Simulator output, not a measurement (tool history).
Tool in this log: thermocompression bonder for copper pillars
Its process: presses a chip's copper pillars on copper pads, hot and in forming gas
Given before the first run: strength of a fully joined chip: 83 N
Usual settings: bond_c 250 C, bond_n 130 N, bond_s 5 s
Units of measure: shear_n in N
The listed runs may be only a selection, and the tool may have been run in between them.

Run 1, hour 0.0: usual settings. Result: shear_n 37.8 N.
Run 2, hour 58.7: usual settings. Result: shear_n 35.7 N.
At hour 74.9: forming gas filter changed.
Run 3, hour 101.1: usual settings. Result: shear_n 38.4 N.
Run 4, hour 136.4: usual settings. Result: shear_n 38.6 N.
At hour 210.7: heater calibrated with a thermocouple chip.
Run 5, hour 211.3: usual settings. Result: shear_n 42.6 N.
Run 6, hour 248.7: usual settings. Result: shear_n 42.7 N.
Run 7, hour 312.0: usual settings but bond_c 245 C. Result: shear_n 39.7 N.
Run 8, hour 356.0: usual settings. Result: shear_n 41.7 N.
Run 9, hour 427.7: usual settings but bond_c 233 C. Result: shear_n 32.4 N.
Run 10, hour 497.5: usual settings but bond_c 233 C. Result: shear_n 32.5 N.
Run 11, hour 569.8: usual settings. Result: shear_n 40.7 N.
Run 12, hour 608.8: usual settings but bond_c 222 C, bond_n 134 N, bond_s 13 s. Result: shear_n 38.6 N.
At hour 616.6: force cell calibrated.
At hour 644.3: forming gas filter changed.
Run 13, hour 675.6: usual settings but bond_c 242 C, bond_n 167 N, bond_s 13 s. Result: shear_n 58.3 N.

Run 14 has not been measured yet. What should we expect?
Run 14, hour 745.0: usual settings but bond_c 277 C, bond_n 142 N, bond_s 11 s. Result: shear_n ?.

shear_n: 68.9 N
Had the tool carried no hidden state, the very same run would have given shear_n 69.4 N.

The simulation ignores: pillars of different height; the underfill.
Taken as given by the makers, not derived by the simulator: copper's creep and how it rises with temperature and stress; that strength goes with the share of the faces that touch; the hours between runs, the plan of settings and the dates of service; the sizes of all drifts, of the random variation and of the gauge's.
